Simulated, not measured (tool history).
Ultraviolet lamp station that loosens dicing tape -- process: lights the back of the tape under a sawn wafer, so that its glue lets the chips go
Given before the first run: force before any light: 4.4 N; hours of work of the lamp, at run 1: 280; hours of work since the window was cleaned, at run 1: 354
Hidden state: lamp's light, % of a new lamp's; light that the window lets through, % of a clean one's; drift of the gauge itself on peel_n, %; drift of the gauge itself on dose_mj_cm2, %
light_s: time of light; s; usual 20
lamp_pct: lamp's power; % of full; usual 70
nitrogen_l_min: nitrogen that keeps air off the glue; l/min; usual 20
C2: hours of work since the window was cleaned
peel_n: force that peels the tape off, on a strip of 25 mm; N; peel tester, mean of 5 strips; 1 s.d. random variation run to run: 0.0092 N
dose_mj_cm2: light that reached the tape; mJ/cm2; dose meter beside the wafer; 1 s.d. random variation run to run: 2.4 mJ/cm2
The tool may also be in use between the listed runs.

run 1 hour=0 | light_s=20 lamp_pct=70 nitrogen_l_min=20 | hours_of_work_of_the_lamp=280 C2=354 | peel_n=0.572 dose_mj_cm2=228
-- hour=13.8 window cleaned of glue's vapour
run 2 hour=36.2 | light_s=15 lamp_pct=70 nitrogen_l_min=20 | hours_of_work_of_the_lamp=304 C2=15 | peel_n=0.812 dose_mj_cm2=190
run 3 hour=69.6 | light_s=20 lamp_pct=63 nitrogen_l_min=20 | hours_of_work_of_the_lamp=325 C2=36 | peel_n=0.577 dose_mj_cm2=223
run 4 hour=94.6 | light_s=20 lamp_pct=61 nitrogen_l_min=20 | hours_of_work_of_the_lamp=342 C2=53 | peel_n=0.627 dose_mj_cm2=213
run 5 hour=122.3 | light_s=20 lamp_pct=70 nitrogen_l_min=20 | hours_of_work_of_the_lamp=360 C2=71 | peel_n=0.514 dose_mj_cm2=243
run 6 hour=158.9 | light_s=20 lamp_pct=70 nitrogen_l_min=20 | hours_of_work_of_the_lamp=383 C2=94 | peel_n=0.499 dose_mj_cm2=232
run 7 hour=176.2 | light_s=20 lamp_pct=70 nitrogen_l_min=20 | hours_of_work_of_the_lamp=395 C2=106 | peel_n=0.552 dose_mj_cm2=234
run 8 hour=197.2 | light_s=20 lamp_pct=70 nitrogen_l_min=20 | hours_of_work_of_the_lamp=408 C2=119 | peel_n=0.509 dose_mj_cm2=237
run 9 hour=223.8 | light_s=20 lamp_pct=70 nitrogen_l_min=20 | hours_of_work_of_the_lamp=426 C2=137 | peel_n=0.557 dose_mj_cm2=234
run 10 hour=264.5 | light_s=20 lamp_pct=70 nitrogen_l_min=20 | hours_of_work_of_the_lamp=452 C2=163 | peel_n=0.578 dose_mj_cm2=230
run 11 hour=297.4 | light_s=12 lamp_pct=70 nitrogen_l_min=20 | hours_of_work_of_the_lamp=473 C2=184 | peel_n=1.241 dose_mj_cm2=137
run 12 hour=338 | light_s=12 lamp_pct=70 nitrogen_l_min=20 | hours_of_work_of_the_lamp=500 C2=211 | peel_n=1.245 dose_mj_cm2=134
run 13 hour=364.2 | light_s=12 lamp_pct=70 nitrogen_l_min=20 | hours_of_work_of_the_lamp=517 C2=228 | peel_n=1.282 dose_mj_cm2=129
run 14 hour=381.2 | light_s=12 lamp_pct=70 nitrogen_l_min=20 | hours_of_work_of_the_lamp=528 C2=239 | peel_n=1.354 dose_mj_cm2=130
run 15 hour=410.4 | light_s=20 lamp_pct=80 nitrogen_l_min=20 | hours_of_work_of_the_lamp=547 C2=258 | peel_n=0.523 dose_mj_cm2=243
run 16 hour=451.5 | light_s=15 lamp_pct=70 nitrogen_l_min=20 | hours_of_work_of_the_lamp=574 C2=285 | peel_n=1.009 dose_mj_cm2=161
run 17 hour=486.1 | light_s=15 lamp_pct=70 nitrogen_l_min=20 | hours_of_work_of_the_lamp=596 C2=307 | peel_n=1.042 dose_mj_cm2=154
run 18 hour=514.4 | light_s=15 lamp_pct=91 nitrogen_l_min=20 | hours_of_work_of_the_lamp=615 C2=326 | peel_n=0.712 dose_mj_cm2=197
run 19 hour=546.4 | light_s=15 lamp_pct=91 nitrogen_l_min=20 | hours_of_work_of_the_lamp=635 C2=346 | peel_n=0.714 dose_mj_cm2=190
-- hour=571.9 window cleaned of glue's vapour
run 20 hour=584.1 | light_s=15 lamp_pct=91 nitrogen_l_min=20 | hours_of_work_of_the_lamp=660 C2=8 | peel_n=0.618 dose_mj_cm2=218
run 21 hour=624.3 | light_s=15 lamp_pct=91 nitrogen_l_min=20 | hours_of_work_of_the_lamp=686 C2=34 | peel_n=0.651 dose_mj_cm2=211
run 22 hour=660.4 | light_s=15 lamp_pct=91 nitrogen_l_min=20 | hours_of_work_of_the_lamp=709 C2=58 | peel_n=0.65 dose_mj_cm2=211
run 23 hour=690.4 | light_s=15 lamp_pct=77 nitrogen_l_min=20 | hours_of_work_of_the_lamp=729 C2=77 | peel_n=0.875 dose_mj_cm2=175
run 24 hour=726.8 | light_s=27 lamp_pct=61 nitrogen_l_min=37 | hours_of_work_of_the_lamp=752 C2=101 | peel_n=0.358 dose_mj_cm2=242
run 25 hour=757 | light_s=27 lamp_pct=71 nitrogen_l_min=37 | hours_of_work_of_the_lamp=772 C2=120 | peel_n=0.293 dose_mj_cm2=278
run 26 hour=797.6 | light_s=38 lamp_pct=70 nitrogen_l_min=10 | hours_of_work_of_the_lamp=798 C2=147 | peel_n=0.345 dose_mj_cm2=385
run 27 hour=824.5 | light_s=38 lamp_pct=70 nitrogen_l_min=10 | hours_of_work_of_the_lamp=816 C2=164 | peel_n=0.348 dose_mj_cm2=378
run 28 hour=843.3 | light_s=18 lamp_pct=85 nitrogen_l_min=33 | hours_of_work_of_the_lamp=828 C2=177 | peel_n=0.471 dose_mj_cm2=216
run 29 hour=881.5 | light_s=26 lamp_pct=70 nitrogen_l_min=15 | hours_of_work_of_the_lamp=853 C2=201 | peel_n=0.587 dose_mj_cm2=249
run 30 hour=906 | light_s=20 lamp_pct=70 nitrogen_l_min=32 | hours_of_work_of_the_lamp=869 C2=217 | peel_n=0.603 dose_mj_cm2=192
run 31 hour=941.8 | light_s=12 lamp_pct=81 nitrogen_l_min=32 | hours_of_work_of_the_lamp=892 C2=241 | peel_n=1.062 dose_mj_cm2=136
run 32 hour=978.2 | light_s=20 lamp_pct=96 nitrogen_l_min=35 | hours_of_work_of_the_lamp=916 C2=264 | peel_n=0.325 dose_mj_cm2=252
run 33 hour=1018.9 | light_s=20 lamp_pct=96 nitrogen_l_min=35 | hours_of_work_of_the_lamp=942 C2=291 | peel_n=0.366 dose_mj_cm2=247
run 34 hour=1058.2 | light_s=20 lamp_pct=98 nitrogen_l_min=35 | hours_of_work_of_the_lamp=968 C2=316 | peel_n=0.342 dose_mj_cm2=246
run 35 hour=1075.6 | light_s=16 lamp_pct=95 nitrogen_l_min=38 | hours_of_work_of_the_lamp=979 C2=328 | peel_n=0.543 dose_mj_cm2=194
run 36 hour=1117 | light_s=20 lamp_pct=84 nitrogen_l_min=33 | hours_of_work_of_the_lamp=1006 C2=354 | peel_n=0.508 dose_mj_cm2=204
-- hour=1130.7 window cleaned of glue's vapour
run 37 hour=1152.1 | light_s=14 lamp_pct=84 nitrogen_l_min=11 | hours_of_work_of_the_lamp=1029 C2=14 | peel_n=1.313 dose_mj_cm2=164
run 38 hour=1192.8 | light_s=33 lamp_pct=73 nitrogen_l_min=11 | hours_of_work_of_the_lamp=1055 C2=40 | peel_n=0.445 dose_mj_cm2=328
run 39 hour=1216.7 | light_s=33 lamp_pct=73 nitrogen_l_min=11 | hours_of_work_of_the_lamp=1071 C2=56 | peel_n=0.442 dose_mj_cm2=317
run 40 hour=1237.9 | light_s=16 lamp_pct=84 nitrogen_l_min=26 | hours_of_work_of_the_lamp=1084 C2=70 | peel_n=0.759 dose_mj_cm2=176
run 41 hour=1261.5 | light_s=16 lamp_pct=84 nitrogen_l_min=26 | hours_of_work_of_the_lamp=1100 C2=85 | peel_n=0.741 dose_mj_cm2=175
run 42 hour=1282 | light_s=16 lamp_pct=84 nitrogen_l_min=26 | hours_of_work_of_the_lamp=1113 C2=98 | peel_n=0.757 dose_mj_cm2=174
run 43 hour=1316.2 | light_s=31 lamp_pct=72 nitrogen_l_min=22 | hours_of_work_of_the_lamp=1135 C2=121 | peel_n=0.361 dose_mj_cm2=285

Each row is a separate what-if for the run after 43, all from the same tool condition, not one after another. Results?
run A hour=1356.9 | light_s=20 lamp_pct=68 nitrogen_l_min=28 | hours_of_work_of_the_lamp=1162 C2=147 | peel_n=? dose_mj_cm2=?
run B hour=1356.9 | light_s=40 lamp_pct=70 nitrogen_l_min=7 | hours_of_work_of_the_lamp=1162 C2=147 | peel_n=? dose_mj_cm2=?
run C hour=1356.9 | light_s=24 lamp_pct=70 nitrogen_l_min=20 | hours_of_work_of_the_lamp=1162 C2=147 | peel_n=? dose_mj_cm2=?

run=A peel_n=0.776 dose_mj_cm2=170
run=B peel_n=0.534 dose_mj_cm2=347
run=C peel_n=0.659 dose_mj_cm2=205
With no hidden state in the tool, these same runs would have given:
run=A peel_n=0.335 dose_mj_cm2=274
run=B peel_n=0.221 dose_mj_cm2=559
run=C peel_n=0.274 dose_mj_cm2=331
